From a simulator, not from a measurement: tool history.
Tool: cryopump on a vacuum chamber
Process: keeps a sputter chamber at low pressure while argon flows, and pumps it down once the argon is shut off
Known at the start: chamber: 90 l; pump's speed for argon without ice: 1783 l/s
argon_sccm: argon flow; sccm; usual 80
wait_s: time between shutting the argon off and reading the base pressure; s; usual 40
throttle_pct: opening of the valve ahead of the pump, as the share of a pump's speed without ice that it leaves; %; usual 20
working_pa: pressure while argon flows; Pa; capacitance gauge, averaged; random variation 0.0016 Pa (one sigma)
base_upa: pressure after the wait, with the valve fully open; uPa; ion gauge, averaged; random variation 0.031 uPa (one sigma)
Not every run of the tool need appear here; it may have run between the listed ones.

Run 1, hour 0: usual settings. Result: working_pa 0.3833 Pa, base_upa 2.08 uPa.
Run 2, hour 30.4: usual settings. Result: working_pa 0.3817 Pa, base_upa 2.11 uPa.
Run 3, hour 48: usual settings. Result: working_pa 0.3819 Pa, base_upa 2.06 uPa.
Run 4, hour 82.3: usual settings. Result: working_pa 0.3825 Pa, base_upa 2.06 uPa.
Run 5, hour 105.1: usual settings but throttle_pct 21 %. Result: working_pa 0.3657 Pa, base_upa 2.06 uPa.
Run 6, hour 126: usual settings but wait_s 57 s. Result: working_pa 0.3813 Pa, base_upa 1.61 uPa.
Run 7, hour 151: usual settings but wait_s 57 s. Result: working_pa 0.3808 Pa, base_upa 1.65 uPa.
Run 8, hour 182.6: usual settings but wait_s 57 s. Result: working_pa 0.3848 Pa, base_upa 1.71 uPa.
Run 9, hour 215.8: usual settings but wait_s 57 s. Result: working_pa 0.3852 Pa, base_upa 1.71 uPa.
Run 10, hour 245.6: usual settings but throttle_pct 48 %. Result: working_pa 0.1666 Pa, base_upa 2.12 uPa.
Run 11, hour 278.5: usual settings but wait_s 93 s, throttle_pct 48 %. Result: working_pa 0.1671 Pa, base_upa 1.33 uPa.
Run 12, hour 298.7: usual settings but wait_s 93 s, throttle_pct 48 %. Result: working_pa 0.167 Pa, base_upa 1.35 uPa.
Run 13, hour 332.7: usual settings. Result: working_pa 0.3911 Pa, base_upa 2.23 uPa.
Run 14, hour 356: usual settings. Result: working_pa 0.389 Pa, base_upa 2.14 uPa.
Run 15, hour 390.7: usual settings. Result: working_pa 0.3876 Pa, base_upa 2.15 uPa.
Run 16, hour 422.2: usual settings but throttle_pct 28 %. Result: working_pa 0.2819 Pa, base_upa 2.21 uPa.
Run 17, hour 443: usual settings but throttle_pct 28 %. Result: working_pa 0.2817 Pa, base_upa 2.19 uPa.
Run 18, hour 476: usual settings but argon_sccm 82 sccm, wait_s 28 s, throttle_pct 59 %. Result: working_pa 0.1474 Pa, base_upa 2.78 uPa.
Run 19, hour 503.9: usual settings but wait_s 99 s. Result: working_pa 0.3909 Pa, base_upa 1.45 uPa.
Run 20, hour 531.5: usual settings but argon_sccm 48 sccm, wait_s 223 s. Result: working_pa 0.2355 Pa, base_upa 1.06 uPa.
Run 21, hour 547.3: usual settings but wait_s 136 s. Result: working_pa 0.3947 Pa, base_upa 1.29 uPa.
Run 22, hour 578.1: usual settings but wait_s 136 s. Result: working_pa 0.3959 Pa, base_upa 1.3 uPa.
Run 23, hour 594.4: usual settings but throttle_pct 18 %. Result: working_pa 0.4334 Pa, base_upa 2.32 uPa.
At hour 614.8: pump warmed up, emptied and cooled again.
Run 24, hour 620.8: usual settings but argon_sccm 68 sccm, wait_s 234 s, throttle_pct 48 %. Result: working_pa 0.1346 Pa, base_upa 0.98 uPa.
Run 25, hour 636.4: usual settings but argon_sccm 68 sccm, wait_s 234 s, throttle_pct 48 %. Result: working_pa 0.1366 Pa, base_upa 1 uPa.
Run 26, hour 662.3: usual settings but argon_sccm 71 sccm, wait_s 237 s, throttle_pct 48 %. Result: working_pa 0.1429 Pa, base_upa 0.99 uPa.
Run 27, hour 690.9: usual settings but argon_sccm 71 sccm, wait_s 237 s, throttle_pct 48 %. Result: working_pa 0.1446 Pa, base_upa 0.99 uPa.
Run 28, hour 712.5: usual settings but argon_sccm 71 sccm, wait_s 237 s, throttle_pct 48 %. Result: working_pa 0.144 Pa, base_upa 1.04 uPa.
Run 29, hour 741.1: usual settings but argon_sccm 71 sccm, wait_s 237 s, throttle_pct 48 %. Result: working_pa 0.1426 Pa, base_upa 1.01 uPa.
Run 30, hour 764.3: usual settings but argon_sccm 66 sccm, wait_s 164 s, throttle_pct 38 %. Result: working_pa 0.169 Pa, base_upa 1.12 uPa.
Run 31, hour 787.1: usual settings but argon_sccm 66 sccm, wait_s 164 s, throttle_pct 38 %. Result: working_pa 0.1684 Pa, base_upa 1.07 uPa.
Run 32, hour 823.9: usual settings but argon_sccm 89 sccm, wait_s 167 s, throttle_pct 38 %. Result: working_pa 0.2278 Pa, base_upa 1.15 uPa.
Run 33, hour 848.3: usual settings but argon_sccm 89 sccm, wait_s 75 s, throttle_pct 18 %. Result: working_pa 0.4718 Pa, base_upa 1.53 uPa.
Run 34, hour 883: usual settings but argon_sccm 89 sccm, wait_s 75 s, throttle_pct 18 %. Result: working_pa 0.4781 Pa, base_upa 1.58 uPa.

Predict each of these 3 candidate next runs independently; none follows another, all start after run 34:
Run A, hour 901.1: usual settings but wait_s 26 s. Result: working_pa ?, base_upa ?.
Run B, hour 901.1: usual settings but argon_sccm 39 sccm, wait_s 136 s, throttle_pct 18 %. Result: working_pa ?, base_upa ?.
Run C, hour 901.1: usual settings but argon_sccm 72 sccm, wait_s 103 s, throttle_pct 52 %. Result: working_pa ?, base_upa ?.

run  working_pa  base_upa
  A      0.3882      2.95
  B      0.2102       1.3
  C      0.1386      1.36
Without the tool's hidden state the same runs would have given:
run  working_pa  base_upa
  A      0.3807      2.29
  B      0.2065      0.61
  C      0.1319      0.68

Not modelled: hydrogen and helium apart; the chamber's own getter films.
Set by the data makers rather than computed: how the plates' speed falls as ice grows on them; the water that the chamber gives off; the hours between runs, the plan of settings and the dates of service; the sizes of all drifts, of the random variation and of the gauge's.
